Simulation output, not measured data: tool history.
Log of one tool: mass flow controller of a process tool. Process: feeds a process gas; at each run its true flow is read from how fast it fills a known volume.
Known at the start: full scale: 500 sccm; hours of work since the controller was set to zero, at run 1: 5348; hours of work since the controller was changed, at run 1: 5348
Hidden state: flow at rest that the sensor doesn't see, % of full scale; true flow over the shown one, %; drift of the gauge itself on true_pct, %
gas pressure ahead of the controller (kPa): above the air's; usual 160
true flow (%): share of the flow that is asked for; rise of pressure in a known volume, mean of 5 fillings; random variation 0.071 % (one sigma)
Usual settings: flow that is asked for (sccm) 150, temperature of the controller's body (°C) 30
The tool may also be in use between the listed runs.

| run | day | flow that is asked for (sccm) | gas pressure ahead of the controller (kPa) | temperature of the controller's body (°C) | hours of work since the controller was set to zero | hours of work since the controller was changed | true flow (%) |
|---|---|---|---|---|---|---|---|
| 1 | 0 | 150 | 160 | 30 | 5348 | 5348 | 105.09 |
| 2 | 7.738 | 86 | 160 | 30 | 5478 | 5478 | 107.43 |
| 3 | 16.725 | 86 | 160 | 30 | 5628 | 5628 | 107.62 |
| 4 | 22.242 | 86 | 160 | 30 | 5721 | 5721 | 107.92 |
| 5 | 30.796 | 86 | 160 | 30 | 5864 | 5864 | 108.1 |
| 6 | 37.804 | 86 | 160 | 30 | 5982 | 5982 | 108.27 |
| 7 | 41.704 | 86 | 160 | 30 | 6047 | 6047 | 108.28 |
| 8 | 49.558 | 150 | 254 | 30 | 6179 | 6179 | 106.67 |
| 9 | 56.546 | 150 | 160 | 30 | 6296 | 6296 | 106.05 |
|  | 60.562 | controller's zero set anew |
| 10 | 62.733 | 150 | 160 | 30 | 36 | 6400 | 108.12 |
| 11 | 70.733 | 150 | 160 | 30 | 171 | 6534 | 108.15 |
| 12 | 79.575 | 150 | 160 | 30 | 319 | 6682 | 108.33 |
| 13 | 86.329 | 150 | 160 | 30 | 432 | 6795 | 108.56 |
| 14 | 94.475 | 150 | 160 | 30 | 569 | 6932 | 108.68 |
|  | 96.962 | controller's zero set anew, once more |
| 15 | 103.721 | 150 | 160 | 30 | 113 | 7087 | 102.86 |
| 16 | 108.038 | 150 | 160 | 30 | 186 | 7159 | 102.88 |
| 17 | 116.188 | 150 | 205 | 30 | 322 | 7296 | 103.49 |
| 18 | 123.267 | 150 | 205 | 30 | 441 | 7415 | 103.41 |
| 19 | 129.325 | 150 | 151 | 30 | 543 | 7516 | 103.11 |
| 20 | 134.946 | 150 | 151 | 30 | 637 | 7611 | 103.24 |
| 21 | 141.604 | 479 | 151 | 30 | 749 | 7722 | 103.74 |
| 22 | 145.921 | 150 | 160 | 30 | 821 | 7795 | 103.45 |
| 23 | 150.983 | 150 | 160 | 30 | 906 | 7879 | 103.54 |
| 24 | 159.238 | 150 | 160 | 30 | 1044 | 8018 | 103.84 |
| 25 | 167.429 | 472 | 240 | 30 | 1182 | 8155 | 104.47 |
| 26 | 174.696 | 57 | 240 | 30 | 1304 | 8277 | 105.74 |
| 27 | 182.671 | 57 | 240 | 30 | 1438 | 8411 | 106.06 |
| 28 | 186.708 | 55 | 160 | 23 | 1505 | 8479 | 105.29 |
| 29 | 192.846 | 348 | 244 | 25 | 1608 | 8582 | 104.52 |
| 30 | 197.488 | 348 | 244 | 25 | 1686 | 8659 | 104.54 |
| 31 | 204.862 | 361 | 275 | 24 | 1810 | 8783 | 104.82 |
| 32 | 211.475 | 361 | 147 | 26 | 1921 | 8894 | 104.07 |
|  | 212.783 | controller exchanged for a calibrated one |
| 33 | 218.446 | 410 | 160 | 30 | 95 | 95 | 100.02 |
| 34 | 226.388 | 410 | 143 | 22 | 228 | 228 | 99.65 |
| 35 | 231.688 | 333 | 160 | 21 | 317 | 317 | 99.68 |
| 36 | 237.721 | 203 | 160 | 22 | 418 | 418 | 99.64 |
| 37 | 244.583 | 203 | 237 | 22 | 533 | 533 | 100.37 |
| 38 | 249.6 | 113 | 278 | 30 | 618 | 618 | 101.36 |
| 39 | 258.317 | 57 | 153 | 24 | 764 | 764 | 100.78 |
| 40 | 267.038 | 57 | 153 | 24 | 910 | 910 | 101.08 |
| 41 | 270.954 | 221 | 153 | 34 | 976 | 976 | 100.8 |
| 42 | 279.729 | 221 | 153 | 34 | 1123 | 1123 | 100.82 |
| 43 | 286.404 | 126 | 188 | 34 | 1235 | 1235 | 101.38 |
| 44 | 293.204 | 126 | 188 | 34 | 1349 | 1349 | 101.55 |
| 45 | 301.583 | 139 | 166 | 37 | 1489 | 1489 | 101.74 |
| 46 | 307.417 | 144 | 166 | 33 | 1587 | 1587 | 101.63 |
| 47 | 311.629 | 144 | 166 | 33 | 1658 | 1658 | 101.75 |

5 ways to go on from here, each from the tool as it stands after run 47. What would each give?
| A | 316.825 | 123 | 163 | 30 | 1745 | 1745 | ? |
| B | 316.825 | 74 | 233 | 30 | 1745 | 1745 | ? |
| C | 316.825 | 137 | 229 | 38 | 1745 | 1745 | ? |
| D | 316.825 | 224 | 273 | 30 | 1745 | 1745 | ? |
| E | 316.825 | 69 | 195 | 39 | 1745 | 1745 | ? |

| run | true flow (%) |
|---|---|
| A | 101.7 |
| B | 103.1 |
| C | 102.48 |
| D | 102.09 |
| E | 103.26 |
Without the tool's hidden state the same runs would have given:
| run | true flow (%) |
|---|---|
| A | 99.4 |
| B | 99.97 |
| C | 100.32 |
| D | 100.37 |
| E | 99.97 |
